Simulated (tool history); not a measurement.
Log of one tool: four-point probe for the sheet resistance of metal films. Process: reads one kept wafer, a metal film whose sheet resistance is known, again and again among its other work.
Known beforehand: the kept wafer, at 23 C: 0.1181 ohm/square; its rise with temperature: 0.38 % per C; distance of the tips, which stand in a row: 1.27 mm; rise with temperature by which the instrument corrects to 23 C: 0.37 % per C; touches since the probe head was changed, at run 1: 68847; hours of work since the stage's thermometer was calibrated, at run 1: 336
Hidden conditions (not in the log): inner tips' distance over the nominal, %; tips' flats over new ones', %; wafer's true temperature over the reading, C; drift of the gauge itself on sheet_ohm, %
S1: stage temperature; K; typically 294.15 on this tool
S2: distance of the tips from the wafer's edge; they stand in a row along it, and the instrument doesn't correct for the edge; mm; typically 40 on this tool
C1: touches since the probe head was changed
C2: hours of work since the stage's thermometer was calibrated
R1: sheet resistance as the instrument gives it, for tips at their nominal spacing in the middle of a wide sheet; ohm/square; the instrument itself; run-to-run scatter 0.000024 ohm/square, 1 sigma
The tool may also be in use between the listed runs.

| run | hour | S1 | S2 | C1 | C2 | R1 |
|---|---|---|---|---|---|---|
| 1 | 0 | 294.15 | 40 | 68847 | 336 | 0.119201 |
| 2 | 23.6 | 291.15 | 40 | 69836 | 347 | 0.119204 |
| 3 | 40 | 291.15 | 40 | 70520 | 355 | 0.119163 |
|  | 67.6 | new probe head fitted |
| 4 | 71.2 | 294.15 | 12 | 152 | 369 | 0.11828 |
| 5 | 93.2 | 294.15 | 12 | 1074 | 379 | 0.118285 |
| 6 | 118 | 294.15 | 12 | 2109 | 391 | 0.118286 |
| 7 | 136.4 | 294.15 | 12 | 2879 | 400 | 0.118282 |
| 8 | 151 | 294.15 | 42 | 3489 | 407 | 0.117659 |
| 9 | 172.6 | 294.15 | 64 | 4393 | 417 | 0.117683 |
| 10 | 198.5 | 294.15 | 64 | 5477 | 429 | 0.117694 |
| 11 | 231 | 294.15 | 64 | 6837 | 444 | 0.117709 |
| 12 | 263 | 294.15 | 64 | 8174 | 459 | 0.117707 |
| 13 | 295 | 294.15 | 40 | 9513 | 475 | 0.117794 |
| 14 | 319.4 | 294.15 | 40 | 10531 | 486 | 0.117853 |
| 15 | 347 | 294.15 | 40 | 11688 | 499 | 0.11787 |
| 16 | 370.4 | 294.15 | 66 | 12663 | 510 | 0.117822 |
| 17 | 383.9 | 294.15 | 31 | 13229 | 516 | 0.117941 |
| 18 | 415.3 | 294.15 | 31 | 14544 | 531 | 0.117968 |
| 19 | 431.5 | 294.15 | 31 | 15218 | 539 | 0.117979 |
| 20 | 462.1 | 306.15 | 40 | 16500 | 553 | 0.118032 |
| 21 | 478.6 | 306.15 | 18 | 17187 | 561 | 0.11825 |
| 22 | 496.6 | 306.15 | 7 | 17941 | 570 | 0.120017 |
| 23 | 513.9 | 293.15 | 69 | 18664 | 578 | 0.117954 |
| 24 | 532.3 | 293.15 | 69 | 19433 | 586 | 0.11797 |
| 25 | 563.7 | 303.15 | 39 | 20747 | 601 | 0.11808 |
| 26 | 594.4 | 298.15 | 60 | 22033 | 616 | 0.118038 |
|  | 596.6 | stage's thermometer calibrated |
| 27 | 616.8 | 299.15 | 24 | 22948 | 10 | 0.118274 |
| 28 | 630.5 | 292.15 | 73 | 23522 | 16 | 0.118071 |
| 29 | 658.2 | 292.15 | 73 | 24680 | 29 | 0.118133 |
| 30 | 684.9 | 292.15 | 73 | 25794 | 42 | 0.118105 |
| 31 | 710.5 | 296.15 | 33 | 26865 | 54 | 0.11825 |
|  | 725.8 | stage's thermometer calibrated, once more |
| 32 | 737 | 301.15 | 60 | 27952 | 5 | 0.118063 |
| 33 | 761.7 | 303.15 | 67 | 28986 | 17 | 0.118064 |
| 34 | 786.2 | 294.15 | 12 | 30010 | 29 | 0.118761 |
| 35 | 814.5 | 294.15 | 12 | 31196 | 42 | 0.118761 |
| 36 | 840.8 | 294.15 | 18 | 32294 | 54 | 0.118463 |
| 37 | 861.2 | 294.15 | 18 | 33145 | 64 | 0.118465 |
| 38 | 877.5 | 299.15 | 31 | 33830 | 72 | 0.118279 |
| 39 | 894.6 | 303.15 | 5 | 34543 | 80 | 0.12215 |
| 40 | 911.3 | 294.15 | 9 | 35242 | 88 | 0.11945 |
| 41 | 925.6 | 294.15 | 9 | 35839 | 94 | 0.119438 |
| 42 | 944.9 | 292.15 | 9 | 36648 | 103 | 0.119457 |
| 43 | 975.6 | 292.15 | 9 | 37933 | 118 | 0.119416 |
| 44 | 1005.7 | 292.15 | 9 | 39190 | 132 | 0.11949 |

Hidden state at the last listed run before each entry between runs and at the first one after, where it differs:
After run 3, before run 4: new probe head fitted (hour 67.6)
  inner tips' distance over the nominal, %: 0.762 -> -0.471; tips' flats over new ones', %: 116 -> 0
  measured minus no-state result, R1: +0.001051 -> -0.000527 ohm/square
After run 26, before run 27: stage's thermometer calibrated (hour 596.6)
  inner tips' distance over the nominal, %: -0.163 -> -0.151; tips' flats over new ones', %: 36 -> 37; wafer's true temperature over the reading, C: 0.27 -> 0.41
  measured minus no-state result, R1: -0.00009 -> -0.000016 ohm/square
After run 31, before run 32: stage's thermometer calibrated, once more (hour 725.8)
  inner tips' distance over the nominal, %: -0.094 -> -0.079; tips' flats over new ones', %: 44 -> 45; wafer's true temperature over the reading, C: 0.42 -> 0.08
  measured minus no-state result, R1: +0.000067 -> -0.000065 ohm/square
